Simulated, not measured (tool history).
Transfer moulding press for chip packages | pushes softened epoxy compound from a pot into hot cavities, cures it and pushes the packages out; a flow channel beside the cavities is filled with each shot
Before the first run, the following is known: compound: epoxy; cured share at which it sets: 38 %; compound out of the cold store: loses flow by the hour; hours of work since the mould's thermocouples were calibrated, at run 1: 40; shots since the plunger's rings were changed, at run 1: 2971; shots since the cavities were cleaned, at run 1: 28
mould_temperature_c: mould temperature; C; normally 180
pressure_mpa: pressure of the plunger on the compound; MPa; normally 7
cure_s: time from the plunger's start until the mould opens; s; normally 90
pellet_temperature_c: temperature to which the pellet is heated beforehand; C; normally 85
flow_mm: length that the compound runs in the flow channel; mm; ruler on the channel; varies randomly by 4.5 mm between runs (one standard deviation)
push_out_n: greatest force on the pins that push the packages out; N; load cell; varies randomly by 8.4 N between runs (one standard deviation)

run,hour,mould_temperature_c,pressure_mpa,cure_s,pellet_temperature_c,hours of work since the mould's thermocouples were calibrated,shots since the plunger's rings were changed,shots since the cavities were cleaned,incoming compound's hours out of the cold store,flow_mm,push_out_n
1,0,180,7,90,85,40,2971,28,45.4,878,372
# hour 28.1: plunger's sealing rings changed
2,29.4,180,7,90,85,58,17,386,38.7,906,488
3,49.8,183,7,90,85,72,289,658,42.2,888,474
# hour 75.8: cavities cleaned with cleaning compound and waxed
4,75.8,183,7,90,85,89,616,0,28.8,914,628
5,96.8,183,7,90,85,104,896,280,31.7,913,617
6,118.9,175,7,90,85,119,1192,576,32.6,948,954
7,136.2,182,7,90,85,131,1422,806,20,947,654
# hour 151.4: cavities cleaned with cleaning compound and waxed
8,156,182,7,90,85,144,1667,63,20.5,930,352
9,178,180,7,90,85,159,1959,355,44.3,879,482
10,189.7,180,7,90,78,167,2115,511,11.6,957,541
11,215.9,180,7,99,85,185,2465,861,15.7,944,521
# hour 228: cavities cleaned with cleaning compound and waxed
# hour 230.8: cavities cleaned with cleaning compound and waxed, once more
12,235.8,180,6.02,90,85,197,2691,67,22.4,859,382
13,261.8,178,6.02,90,85,215,3037,413,38,826,534
# hour 284.2: plunger's sealing rings changed
14,285.3,178,6.02,90,85,229,15,694,25.8,880,631
# hour 310.6: cavities cleaned with cleaning compound and waxed
15,314.2,180,8.31,118,85,248,381,49,42.3,984,303
16,339.2,176,5.38,97,90,266,714,382,47.9,785,504
17,365.1,181,5.74,90,78,284,1059,727,43.2,800,513
# hour 387: cavities cleaned with cleaning compound and waxed
18,389.2,180,6.16,82,80,299,1361,30,27.6,868,435
19,412.9,175,5.59,82,76,316,1676,345,9.7,884,877
20,429.1,175,5.59,82,76,327,1893,562,32.3,830,879
21,449.3,180,7,86,76,341,2163,832,44.5,883,596
# hour 464.2: cavities cleaned with cleaning compound and waxed
22,474.2,180,6.88,86,87,357,2475,134,46.6,857,416
23,486.3,176,6.05,86,91,365,2635,294,8.1,914,646
24,504.8,173,7,90,88,378,2883,542,22.6,953,802
25,516.3,178,5.5,90,85,386,3036,695,37.9,788,581
26,535.2,179,7.05,86,85,399,3288,947,11.8,960,700
# hour 539.7: plunger's sealing rings changed
# hour 542.8: cavities cleaned with cleaning compound and waxed
27,566,177,6.67,128,76,418,330,308,36.6,910,387

Branching from run 27: 4 alternative next runs. What would each branch give?
A,586.8,180,7,90,93,432,607,585,13.1,?,?
B,586.8,177,6.15,128,76,432,607,585,17.4,?,?
C,586.8,177,5.24,128,91,432,607,585,15.1,?,?
D,586.8,181,8.79,128,80,432,607,585,15.7,?,?

run,flow_mm,push_out_n
A,971,528
B,909,420
C,850,431
D,1072,412
With the hidden condition removed and each run's random variation left untouched, the same runs would have given:
run,flow_mm,push_out_n
A,984,373
B,921,285
C,862,294
D,1087,276

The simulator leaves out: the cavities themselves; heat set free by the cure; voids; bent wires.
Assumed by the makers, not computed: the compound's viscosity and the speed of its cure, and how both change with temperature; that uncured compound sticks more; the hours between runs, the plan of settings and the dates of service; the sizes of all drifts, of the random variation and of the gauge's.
